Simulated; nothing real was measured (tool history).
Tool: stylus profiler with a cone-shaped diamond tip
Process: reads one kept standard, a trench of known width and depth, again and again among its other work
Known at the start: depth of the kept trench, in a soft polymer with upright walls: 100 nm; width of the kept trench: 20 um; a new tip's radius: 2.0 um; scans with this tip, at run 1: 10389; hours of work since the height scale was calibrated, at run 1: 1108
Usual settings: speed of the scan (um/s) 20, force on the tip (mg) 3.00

run	hour	speed of the scan (um/s)	force on the tip (mg)	scans with this tip	hours of work since the height scale was calibrated	depth of the trench (angstrom)	width of the trench's floor (µm)
1	0.0	20	3.00	10389	1108	1012.6	18.20
2	19.4	20	3.00	10506	1121	1011.9	18.17
3	36.8	20	3.00	10610	1132	1012.2	18.14
4	53.3	20	3.00	10710	1143	1012.3	18.17
5	81.1	20	3.00	10877	1160	1011.8	18.13
6	108.2	20	3.56	11040	1178	1013.0	18.12
# hour 120.4: new tip fitted, height scale calibrated
7	141.8	63	3.00	129	14	1006.5	18.42
8	165.2	63	3.00	270	29	1007.1	18.40
9	183.5	63	3.00	380	41	1007.2	18.46
10	201.0	63	3.00	485	52	1007.5	18.42
11	229.2	63	3.00	655	70	1006.7	18.44
12	251.8	63	3.00	791	84	1007.4	18.39
13	266.8	63	3.00	882	94	1007.4	18.41
14	286.4	23	3.00	1000	107	1007.2	18.58
15	318.4	25	3.00	1192	127	1007.5	18.58
16	350.0	25	3.00	1382	147	1007.9	18.51
17	379.8	25	3.00	1562	167	1008.1	18.55
18	406.5	25	3.00	1723	184	1007.7	18.54
19	423.6	25	3.00	1826	195	1008.1	18.52
20	453.4	52	3.64	2005	214	1008.6	18.44

The next listed run, before its measurement:
21	469.3	33	1.30	2101	224	?	?

depth of the trench (angstrom): 1005.2
width of the trench's floor (µm): 18.40
Without the tool's hidden state the same run would have given depth of the trench (angstrom) 1004.2, width of the trench's floor (µm) 18.52.
